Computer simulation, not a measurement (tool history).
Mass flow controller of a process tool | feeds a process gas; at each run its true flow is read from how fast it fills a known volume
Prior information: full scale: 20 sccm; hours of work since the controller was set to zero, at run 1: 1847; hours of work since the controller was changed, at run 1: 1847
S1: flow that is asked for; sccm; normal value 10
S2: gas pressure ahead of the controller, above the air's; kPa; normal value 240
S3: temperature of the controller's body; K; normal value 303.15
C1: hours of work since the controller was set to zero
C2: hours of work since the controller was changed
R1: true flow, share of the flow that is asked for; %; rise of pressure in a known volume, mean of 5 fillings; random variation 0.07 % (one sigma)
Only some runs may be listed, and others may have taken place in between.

Run 1, day 0: usual settings; C1 1847; C2 1847. Result: R1 98.49 %.
Run 2, day 4.217: usual settings; C1 1919; C2 1919. Result: R1 98.78 %.
Run 3, day 8.258: usual settings; C1 1987; C2 1987. Result: R1 98.48 %.
Run 4, day 11.146: usual settings but S3 300.15 K; C1 2036; C2 2036. Result: R1 98.65 %.
Run 5, day 13.683: usual settings but S3 300.15 K; C1 2079; C2 2079. Result: R1 98.68 %.
Run 6, day 17.929: usual settings; C1 2151; C2 2151. Result: R1 98.64 %.
Run 7, day 21.092: usual settings but S3 311.15 K; C1 2204; C2 2204. Result: R1 98.99 %.
Run 8, day 24.092: usual settings; C1 2255; C2 2255. Result: R1 98.68 %.
Run 9, day 28.4: usual settings; C1 2328; C2 2328. Result: R1 98.84 %.
Run 10, day 30.462: usual settings; C1 2363; C2 2363. Result: R1 98.88 %.
Run 11, day 33.35: usual settings; C1 2411; C2 2411. Result: R1 98.77 %.
Run 12, day 36.621: usual settings; C1 2467; C2 2467. Result: R1 98.69 %.
Run 13, day 40.45: usual settings; C1 2532; C2 2532. Result: R1 98.76 %.
Run 14, day 44.262: usual settings but S3 301.15 K; C1 2596; C2 2596. Result: R1 98.78 %.
Run 15, day 47.254: usual settings but S2 201 kPa, S3 301.15 K; C1 2647; C2 2647. Result: R1 98.94 %.
Run 16, day 50.804: usual settings; C1 2707; C2 2707. Result: R1 98.8 %.
Run 17, day 55.017: usual settings; C1 2778; C2 2778. Result: R1 98.78 %.
Run 18, day 57.279: usual settings; C1 2816; C2 2816. Result: R1 98.8 %.
Run 19, day 59.708: usual settings; C1 2857; C2 2857. Result: R1 98.84 %.
Run 20, day 61.771: usual settings but S1 4 sccm, S2 157 kPa; C1 2892; C2 2892. Result: R1 99.45 %.
Run 21, day 64.425: usual settings but S1 12 sccm, S2 196 kPa, S3 305.15 K; C1 2937; C2 2937. Result: R1 99.24 %.
Run 22, day 66.45: usual settings but S1 12 sccm, S2 196 kPa, S3 305.15 K; C1 2971; C2 2971. Result: R1 99.23 %.
At day 66.712: controller's zero set anew.
Run 23, day 70.408: usual settings but S1 5 sccm, S2 189 kPa, S3 305.15 K; C1 63; C2 3038. Result: R1 99.73 %.
Run 24, day 73.438: usual settings but S1 5 sccm, S2 189 kPa, S3 305.15 K; C1 114; C2 3089. Result: R1 99.81 %.
At day 77.288: controller's zero set anew, once more.
Run 25, day 77.288: usual settings but S1 5 sccm, S2 189 kPa, S3 305.15 K; C1 0; C2 3154. Result: R1 97.81 %.
Run 26, day 81.562: usual settings but S1 5 sccm, S2 189 kPa, S3 305.15 K; C1 72; C2 3226. Result: R1 97.79 %.
Run 27, day 83.708: usual settings but S1 7 sccm, S3 300.15 K; C1 109; C2 3263. Result: R1 97.7 %.
Run 28, day 87.604: usual settings but S1 4 sccm, S2 179 kPa, S3 305.15 K; C1 174; C2 3329. Result: R1 97.8 %.
Run 29, day 91.2: usual settings but S1 9 sccm, S2 145 kPa, S3 301.15 K; C1 235; C2 3389. Result: R1 98.59 %.
Run 30, day 93.788: usual settings but S1 9 sccm, S2 145 kPa, S3 301.15 K; C1 279; C2 3433. Result: R1 98.52 %.
Run 31, day 96.508: usual settings but S1 5 sccm, S2 264 kPa, S3 298.15 K; C1 325; C2 3479. Result: R1 97.41 %.
Run 32, day 99.812: usual settings but S1 5 sccm, S2 264 kPa, S3 298.15 K; C1 381; C2 3535. Result: R1 97.34 %.
Run 33, day 102.392: usual settings but S1 16 sccm, S2 195 kPa, S3 307.15 K; C1 425; C2 3579. Result: R1 99.23 %.
Run 34, day 104.758: usual settings but S1 19 sccm, S2 260 kPa, S3 310.15 K; C1 465; C2 3619. Result: R1 99.28 %.
Run 35, day 107.154: usual settings but S1 19 sccm, S2 260 kPa, S3 310.15 K; C1 505; C2 3659. Result: R1 99.43 %.
Run 36, day 110.362: usual settings but S1 13 sccm, S2 258 kPa; C1 559; C2 3713. Result: R1 98.38 %.
Run 37, day 113.438: usual settings but S1 4 sccm, S2 228 kPa; C1 612; C2 3766. Result: R1 97.76 %.
Run 38, day 116.238: usual settings but S1 13 sccm, S2 208 kPa, S3 297.15 K; C1 659; C2 3813. Result: R1 98.58 %.

5 options for the next run, each taken on its own from the tool as it stands now. Forecast them:
Run A, day 120.392: usual settings but S2 235 kPa, S3 295.15 K; C1 729; C2 3883. Result: R1 ?.
Run B, day 120.392: usual settings but S1 3 sccm, S2 200 kPa, S3 309.15 K; C1 729; C2 3883. Result: R1 ?.
Run C, day 120.392: usual settings but S1 2 sccm, S2 220 kPa, S3 310.15 K; C1 729; C2 3883. Result: R1 ?.
Run D, day 120.392: usual settings but S2 186 kPa; C1 729; C2 3883. Result: R1 ?.
Run E, day 120.392: usual settings but S1 3 sccm, S2 208 kPa, S3 313.15 K; C1 729; C2 3883. Result: R1 ?.

run     R1
  A  97.94
  B  98.23
  C  98.15
  D  98.46
  E   98.1
Without the tool's hidden state the same runs would have given:
run     R1
  A  98.36
  B  98.24
  C  97.88
  D  98.88
  E  98.11

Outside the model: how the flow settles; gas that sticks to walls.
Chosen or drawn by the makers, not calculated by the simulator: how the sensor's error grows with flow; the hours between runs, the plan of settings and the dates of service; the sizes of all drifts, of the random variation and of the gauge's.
